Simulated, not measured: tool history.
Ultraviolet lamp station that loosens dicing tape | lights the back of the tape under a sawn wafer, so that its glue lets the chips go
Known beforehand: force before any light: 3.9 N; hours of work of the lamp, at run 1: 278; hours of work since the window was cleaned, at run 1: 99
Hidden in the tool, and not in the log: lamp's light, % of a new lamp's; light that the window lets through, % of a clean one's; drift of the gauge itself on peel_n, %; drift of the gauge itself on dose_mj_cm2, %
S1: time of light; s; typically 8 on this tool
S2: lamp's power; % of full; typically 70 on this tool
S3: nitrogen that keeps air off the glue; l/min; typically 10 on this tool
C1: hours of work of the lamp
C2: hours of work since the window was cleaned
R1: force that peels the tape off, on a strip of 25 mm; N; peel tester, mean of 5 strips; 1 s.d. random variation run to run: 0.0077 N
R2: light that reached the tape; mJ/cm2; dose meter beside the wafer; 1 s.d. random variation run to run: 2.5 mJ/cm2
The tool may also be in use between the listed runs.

run	hour	S1	S2	S3	C1	C2	R1	R2
1	0.0	8	70	10	278	99	0.386	251
2	34.0	8	70	10	300	120	0.388	249
3	50.7	8	70	10	310	131	0.391	244
4	79.4	14	70	10	328	148	0.209	419
5	100.1	14	70	10	341	161	0.202	413
6	129.3	8	70	10	359	179	0.426	233
7	165.9	8	70	10	381	202	0.440	224
8	196.0	8	70	10	400	221	0.452	217
9	220.7	8	70	13	415	236	0.406	214
# hour 235.8: window cleaned of glue's vapour
10	241.4	8	70	13	428	3	0.447	206
11	264.6	8	92	10	442	18	0.345	272
12	283.0	11	92	17	454	29	0.188	361
13	300.6	11	82	6	465	40	0.362	317
14	338.6	10	94	17	488	64	0.222	325
15	359.1	4	79	3	501	77	1.915	106
# hour 374.8: window cleaned of glue's vapour, once more
16	375.6	6	81	7	511	0	0.536	223
17	400.8	13	85	6	527	16	0.201	495
18	430.3	7	75	10	545	34	0.434	234
19	460.3	7	75	10	563	53	0.441	231
20	492.0	12	70	3	583	73	0.481	356
21	511.3	8	61	10	595	85	0.519	205
22	549.1	8	70	6	619	108	0.614	228

Measured less the same run without the tool's hidden state. The same run-to-run variation is in both; the gauge's scatter may not be:
run	R1	R2
1	+0.084	-45
2	+0.093	-51
3	+0.100	-53
4	+0.020	-101
5	+0.021	-108
6	+0.136	-67
7	+0.148	-73
8	+0.167	-78
9	+0.149	-82
10	+0.189	-92
11	+0.128	-126
12	+0.021	-175
13	+0.140	-160
14	+0.037	-178
15	+0.619	-62
16	+0.115	-36
17	+0.018	-90
18	+0.111	-47
19	+0.121	-52
20	+0.138	-90
21	+0.164	-55
22	+0.206	-69
